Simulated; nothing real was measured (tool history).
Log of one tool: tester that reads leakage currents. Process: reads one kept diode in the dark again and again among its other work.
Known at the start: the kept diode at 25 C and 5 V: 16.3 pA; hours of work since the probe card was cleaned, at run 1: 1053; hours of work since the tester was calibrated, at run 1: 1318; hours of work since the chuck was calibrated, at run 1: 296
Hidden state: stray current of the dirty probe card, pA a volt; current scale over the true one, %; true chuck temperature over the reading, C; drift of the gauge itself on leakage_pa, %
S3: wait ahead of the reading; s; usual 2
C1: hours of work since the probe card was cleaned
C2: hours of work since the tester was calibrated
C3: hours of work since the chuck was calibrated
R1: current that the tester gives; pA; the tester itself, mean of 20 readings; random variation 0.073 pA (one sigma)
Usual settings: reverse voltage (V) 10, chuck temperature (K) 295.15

{"run": 1, "hour": 0.0, "reverse voltage (V)": 10, "chuck temperature (K)": 295.15, "S3": 2, "C1": 1053, "C2": 1318, "C3": 296, "R1": 21.55}
{"run": 2, "hour": 53.7, "reverse voltage (V)": 10, "chuck temperature (K)": 312.15, "S3": 2, "C1": 1082, "C2": 1346, "C3": 325, "R1": 69.93}
{"run": 3, "hour": 108.8, "reverse voltage (V)": 10, "chuck temperature (K)": 295.15, "S3": 2, "C1": 1111, "C2": 1375, "C3": 354, "R1": 21.49}
{"run": 4, "hour": 137.5, "reverse voltage (V)": 10, "chuck temperature (K)": 295.15, "S3": 2, "C1": 1126, "C2": 1390, "C3": 369, "R1": 21.79}
{"run": 5, "hour": 171.5, "reverse voltage (V)": 10, "chuck temperature (K)": 295.15, "S3": 2, "C1": 1144, "C2": 1408, "C3": 387, "R1": 21.83}
{"run": 6, "hour": 232.2, "reverse voltage (V)": 10, "chuck temperature (K)": 295.15, "S3": 2, "C1": 1176, "C2": 1441, "C3": 419, "R1": 21.86}
{"run": 7, "hour": 284.0, "reverse voltage (V)": 10, "chuck temperature (K)": 295.15, "S3": 2, "C1": 1204, "C2": 1468, "C3": 447, "R1": 21.77}
{"run": 8, "hour": 327.9, "reverse voltage (V)": 10, "chuck temperature (K)": 295.15, "S3": 2, "C1": 1227, "C2": 1491, "C3": 470, "R1": 22}
{"run": 9, "hour": 364.6, "reverse voltage (V)": 10, "chuck temperature (K)": 295.15, "S3": 2, "C1": 1247, "C2": 1511, "C3": 489, "R1": 21.86}
{"run": 10, "hour": 402.2, "reverse voltage (V)": 10, "chuck temperature (K)": 295.15, "S3": 2, "C1": 1266, "C2": 1531, "C3": 509, "R1": 22.09}
{"run": 11, "hour": 444.9, "reverse voltage (V)": 16.1, "chuck temperature (K)": 295.15, "S3": 2, "C1": 1289, "C2": 1553, "C3": 532, "R1": 29.41}
{"run": 12, "hour": 470.5, "reverse voltage (V)": 16.1, "chuck temperature (K)": 295.15, "S3": 2, "C1": 1303, "C2": 1567, "C3": 546, "R1": 29.67}
{"run": 13, "hour": 527.2, "reverse voltage (V)": 10, "chuck temperature (K)": 295.15, "S3": 0.59, "C1": 1333, "C2": 1597, "C3": 576, "R1": 23.15}
{"run": 14, "hour": 578.1, "reverse voltage (V)": 10, "chuck temperature (K)": 295.15, "S3": 0.59, "C1": 1360, "C2": 1624, "C3": 603, "R1": 23.12}
{"hour": 594.1, "done": "chuck's temperature calibrated"}
{"run": 15, "hour": 605.7, "reverse voltage (V)": 10, "chuck temperature (K)": 295.15, "S3": 0.59, "C1": 1373, "C2": 1637, "C3": 6, "R1": 25.16}
{"run": 16, "hour": 664.8, "reverse voltage (V)": 10, "chuck temperature (K)": 295.15, "S3": 0.59, "C1": 1405, "C2": 1669, "C3": 37, "R1": 25.11}
{"run": 17, "hour": 706.5, "reverse voltage (V)": 10, "chuck temperature (K)": 295.15, "S3": 2, "C1": 1427, "C2": 1691, "C3": 60, "R1": 23.99}
{"run": 18, "hour": 737.4, "reverse voltage (V)": 3.9, "chuck temperature (K)": 329.15, "S3": 0.57, "C1": 1443, "C2": 1707, "C3": 76, "R1": 157.41}
{"run": 19, "hour": 796.3, "reverse voltage (V)": 3.9, "chuck temperature (K)": 304.15, "S3": 6.48, "C1": 1474, "C2": 1738, "C3": 107, "R1": 26.32}
{"run": 20, "hour": 849.0, "reverse voltage (V)": 3.9, "chuck temperature (K)": 304.15, "S3": 6.48, "C1": 1502, "C2": 1766, "C3": 135, "R1": 26.2}
{"run": 21, "hour": 909.1, "reverse voltage (V)": 3.9, "chuck temperature (K)": 304.15, "S3": 6.48, "C1": 1534, "C2": 1798, "C3": 167, "R1": 26.13}
{"run": 22, "hour": 952.5, "reverse voltage (V)": 10, "chuck temperature (K)": 325.15, "S3": 6.21, "C1": 1557, "C2": 1821, "C3": 190, "R1": 178.42}
{"run": 23, "hour": 987.6, "reverse voltage (V)": 14.6, "chuck temperature (K)": 325.15, "S3": 1.07, "C1": 1576, "C2": 1840, "C3": 208, "R1": 211.96}
{"run": 24, "hour": 1026.6, "reverse voltage (V)": 10, "chuck temperature (K)": 329.15, "S3": 2.98, "C1": 1596, "C2": 1860, "C3": 229, "R1": 232.74}
{"run": 25, "hour": 1067.7, "reverse voltage (V)": 5.9, "chuck temperature (K)": 317.15, "S3": 2.45, "C1": 1618, "C2": 1882, "C3": 251, "R1": 79.71}
{"run": 26, "hour": 1127.7, "reverse voltage (V)": 5.9, "chuck temperature (K)": 317.15, "S3": 2.45, "C1": 1650, "C2": 1914, "C3": 283, "R1": 79.42}
{"run": 27, "hour": 1184.1, "reverse voltage (V)": 4.9, "chuck temperature (K)": 312.15, "S3": 2.92, "C1": 1680, "C2": 1944, "C3": 313, "R1": 50.9}
{"run": 28, "hour": 1232.7, "reverse voltage (V)": 10, "chuck temperature (K)": 300.15, "S3": 0.38, "C1": 1705, "C2": 1970, "C3": 338, "R1": 34.68}
{"run": 29, "hour": 1288.9, "reverse voltage (V)": 7.8, "chuck temperature (K)": 295.15, "S3": 1.02, "C1": 1735, "C2": 1999, "C3": 368, "R1": 21.23}
{"run": 30, "hour": 1341.6, "reverse voltage (V)": 7.8, "chuck temperature (K)": 294.15, "S3": 2.11, "C1": 1763, "C2": 2027, "C3": 396, "R1": 19.82}
{"run": 31, "hour": 1388.3, "reverse voltage (V)": 7.8, "chuck temperature (K)": 294.15, "S3": 2.11, "C1": 1788, "C2": 2052, "C3": 421, "R1": 19.84}
{"run": 32, "hour": 1423.6, "reverse voltage (V)": 7.8, "chuck temperature (K)": 294.15, "S3": 2.11, "C1": 1807, "C2": 2071, "C3": 440, "R1": 19.88}
{"run": 33, "hour": 1461.6, "reverse voltage (V)": 7.8, "chuck temperature (K)": 309.15, "S3": 2.11, "C1": 1827, "C2": 2091, "C3": 460, "R1": 50.98}

Hidden state or all else? Some run-to-run changes of R1, split into what the settings, what came in and random variation would give without the hidden state, and what is left for the hidden state (with any gauge scatter that isn't in both results):
Run 17 -> 18: reverse voltage (V) 10 -> 3.9, chuck temperature (K) 295.15 -> 329.15, S3 2 -> 0.57. R1 +133.42 pA: hidden state -6.47, all else +139.89.
Run 21 -> 22: reverse voltage (V) 3.9 -> 10, chuck temperature (K) 304.15 -> 325.15, S3 6.48 -> 6.21. R1 +152.29 pA: hidden state -1.29, all else +153.58.
Run 23 -> 24: reverse voltage (V) 14.6 -> 10, chuck temperature (K) 325.15 -> 329.15, S3 1.07 -> 2.98. R1 +20.78 pA: hidden state -4.99, all else +25.77.
Run 24 -> 25: reverse voltage (V) 10 -> 5.9, chuck temperature (K) 329.15 -> 317.15, S3 2.98 -> 2.45. R1 -153.03 pA: hidden state +3.28, all else -156.31.
Run 27 -> 28: reverse voltage (V) 4.9 -> 10, chuck temperature (K) 312.15 -> 300.15, S3 2.92 -> 0.38. R1 -16.22 pA: hidden state +5.41, all else -21.63.

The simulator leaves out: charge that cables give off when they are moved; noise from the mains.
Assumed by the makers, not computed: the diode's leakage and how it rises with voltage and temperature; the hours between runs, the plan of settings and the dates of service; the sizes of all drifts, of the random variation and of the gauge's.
